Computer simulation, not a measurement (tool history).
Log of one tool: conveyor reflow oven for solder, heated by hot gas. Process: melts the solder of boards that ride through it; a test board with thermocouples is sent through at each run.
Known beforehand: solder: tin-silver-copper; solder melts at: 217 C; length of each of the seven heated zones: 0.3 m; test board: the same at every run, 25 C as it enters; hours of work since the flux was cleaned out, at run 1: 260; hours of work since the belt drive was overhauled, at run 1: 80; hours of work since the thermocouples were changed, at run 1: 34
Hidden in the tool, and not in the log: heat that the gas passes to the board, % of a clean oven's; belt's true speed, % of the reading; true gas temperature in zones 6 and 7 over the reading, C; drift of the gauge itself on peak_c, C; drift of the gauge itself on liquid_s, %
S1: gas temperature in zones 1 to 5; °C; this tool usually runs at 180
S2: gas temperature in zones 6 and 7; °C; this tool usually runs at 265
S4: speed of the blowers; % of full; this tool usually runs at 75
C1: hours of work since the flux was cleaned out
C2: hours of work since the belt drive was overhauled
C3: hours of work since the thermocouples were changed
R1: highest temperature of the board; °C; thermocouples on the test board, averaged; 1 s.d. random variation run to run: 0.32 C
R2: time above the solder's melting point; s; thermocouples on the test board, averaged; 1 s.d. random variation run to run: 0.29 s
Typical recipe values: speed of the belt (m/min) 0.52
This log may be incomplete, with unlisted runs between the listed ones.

run 1 hour=0 | S1=180 S2=265 speed_of_the_belt_(m/min)=0.52 S4=75 | C1=260 C2=80 C3=34 | R1=244.2 R2=46.3
run 2 hour=13.5 | S1=180 S2=265 speed_of_the_belt_(m/min)=0.52 S4=75 | C1=270 C2=90 C3=44 | R1=244.8 R2=46.2
run 3 hour=26.6 | S1=180 S2=265 speed_of_the_belt_(m/min)=0.52 S4=75 | C1=280 C2=100 C3=54 | R1=244.9 R2=47
run 4 hour=39.9 | S1=180 S2=265 speed_of_the_belt_(m/min)=0.588 S4=75 | C1=290 C2=110 C3=64 | R1=240 R2=35.6
run 5 hour=45.6 | S1=180 S2=265 speed_of_the_belt_(m/min)=0.588 S4=75 | C1=294 C2=114 C3=68 | R1=240.1 R2=36.3
run 6 hour=51.9 | S1=180 S2=265 speed_of_the_belt_(m/min)=0.588 S4=75 | C1=299 C2=118 C3=73 | R1=240 R2=36.6
run 7 hour=63.8 | S1=180 S2=265 speed_of_the_belt_(m/min)=0.588 S4=75 | C1=308 C2=127 C3=82 | R1=240.1 R2=36.1
run 8 hour=70.6 | S1=180 S2=265 speed_of_the_belt_(m/min)=0.588 S4=75 | C1=313 C2=132 C3=87 | R1=240.1 R2=36.1
run 9 hour=77.1 | S1=180 S2=265 speed_of_the_belt_(m/min)=0.52 S4=75 | C1=318 C2=137 C3=92 | R1=244.7 R2=46.7
run 10 hour=84.9 | S1=180 S2=265 speed_of_the_belt_(m/min)=0.52 S4=75 | C1=323 C2=143 C3=97 | R1=244.1 R2=46.5
run 11 hour=91.6 | S1=180 S2=265 speed_of_the_belt_(m/min)=0.52 S4=75 | C1=328 C2=148 C3=102 | R1=244.4 R2=46.4
run 12 hour=98.4 | S1=180 S2=265 speed_of_the_belt_(m/min)=0.52 S4=75 | C1=333 C2=153 C3=107 | R1=244 R2=46.8
run 13 hour=109.2 | S1=180 S2=265 speed_of_the_belt_(m/min)=0.52 S4=75 | C1=342 C2=161 C3=115 | R1=244.2 R2=46.3
run 14 hour=117.1 | S1=180 S2=265 speed_of_the_belt_(m/min)=0.52 S4=75 | C1=347 C2=167 C3=121 | R1=243.9 R2=46.9
run 15 hour=126.4 | S1=180 S2=265 speed_of_the_belt_(m/min)=0.52 S4=75 | C1=354 C2=174 C3=128 | R1=244.2 R2=46.5
run 16 hour=132.1 | S1=180 S2=265 speed_of_the_belt_(m/min)=0.442 S4=85 | C1=359 C2=178 C3=132 | R1=251.5 R2=63.2
run 17 hour=143 | S1=180 S2=265 speed_of_the_belt_(m/min)=0.529 S4=58 | C1=367 C2=186 C3=141 | R1=237.5 R2=37.7
run 18 hour=153.1 | S1=180 S2=265 speed_of_the_belt_(m/min)=0.529 S4=58 | C1=374 C2=194 C3=148 | R1=237.7 R2=36.9
run 19 hour=165 | S1=180 S2=265 speed_of_the_belt_(m/min)=0.529 S4=58 | C1=383 C2=203 C3=157 | R1=237.6 R2=36.7
-- hour=176.4 flux residue cleaned out of gas plates and filters
run 20 hour=179.1 | S1=189 S2=271 speed_of_the_belt_(m/min)=0.529 S4=58 | C1=2 C2=209 C3=164 | R1=245.8 R2=49.3
run 21 hour=186.6 | S1=173 S2=268 speed_of_the_belt_(m/min)=0.542 S4=76 | C1=8 C2=215 C3=169 | R1=244.7 R2=43.3
run 22 hour=198 | S1=180 S2=265 speed_of_the_belt_(m/min)=0.52 S4=75 | C1=16 C2=223 C3=178 | R1=246.1 R2=47.8
run 23 hour=209.8 | S1=180 S2=265 speed_of_the_belt_(m/min)=0.52 S4=75 | C1=25 C2=232 C3=186 | R1=245.5 R2=48.8
run 24 hour=217.1 | S1=180 S2=265 speed_of_the_belt_(m/min)=0.52 S4=75 | C1=30 C2=238 C3=192 | R1=244.8 R2=47.9
run 25 hour=222.7 | S1=176 S2=280 speed_of_the_belt_(m/min)=0.491 S4=55 | C1=34 C2=242 C3=196 | R1=250.9 R2=51.8
run 26 hour=232.7 | S1=166 S2=254 speed_of_the_belt_(m/min)=0.55 S4=77 | C1=42 C2=249 C3=204 | R1=231.8 R2=27.6
run 27 hour=240.6 | S1=166 S2=254 speed_of_the_belt_(m/min)=0.519 S4=77 | C1=48 C2=255 C3=209 | R1=234.1 R2=32.5
run 28 hour=246.5 | S1=166 S2=254 speed_of_the_belt_(m/min)=0.555 S4=76 | C1=52 C2=259 C3=214 | R1=231.1 R2=26.5
run 29 hour=254.8 | S1=181 S2=259 speed_of_the_belt_(m/min)=0.52 S4=75 | C1=58 C2=266 C3=220 | R1=240.8 R2=44
run 30 hour=266.6 | S1=171 S2=259 speed_of_the_belt_(m/min)=0.52 S4=75 | C1=67 C2=274 C3=229 | R1=238.2 R2=38.4

Per-run results on a tool with no hidden state, each run keeping its own random variation:
run=1 R1=245.9 R2=48
run=2 R1=246.5 R2=48
run=3 R1=246.7 R2=48.7
run=4 R1=242 R2=37.7
run=5 R1=242.1 R2=38.4
run=6 R1=242.1 R2=38.7
run=7 R1=242.3 R2=38.3
run=8 R1=242.2 R2=38.3
run=9 R1=246.8 R2=48.7
run=10 R1=246.2 R2=48.5
run=11 R1=246.5 R2=48.4
run=12 R1=246.1 R2=48.8
run=13 R1=246.3 R2=48.4
run=14 R1=246.1 R2=48.9
run=15 R1=246.4 R2=48.6
run=16 R1=253.5 R2=64.8
run=17 R1=239.6 R2=40.2
run=18 R1=239.9 R2=39.5
run=19 R1=239.8 R2=39.3
run=20 R1=246.4 R2=49.6
run=21 R1=245.5 R2=43.7
run=22 R1=246.9 R2=48.1
run=23 R1=246.3 R2=49.2
run=24 R1=245.6 R2=48.3
run=25 R1=251.6 R2=52.1
run=26 R1=232.7 R2=28.6
run=27 R1=235 R2=33.5
run=28 R1=232.1 R2=27.6
run=29 R1=241.8 R2=44.7
run=30 R1=239.2 R2=39.3
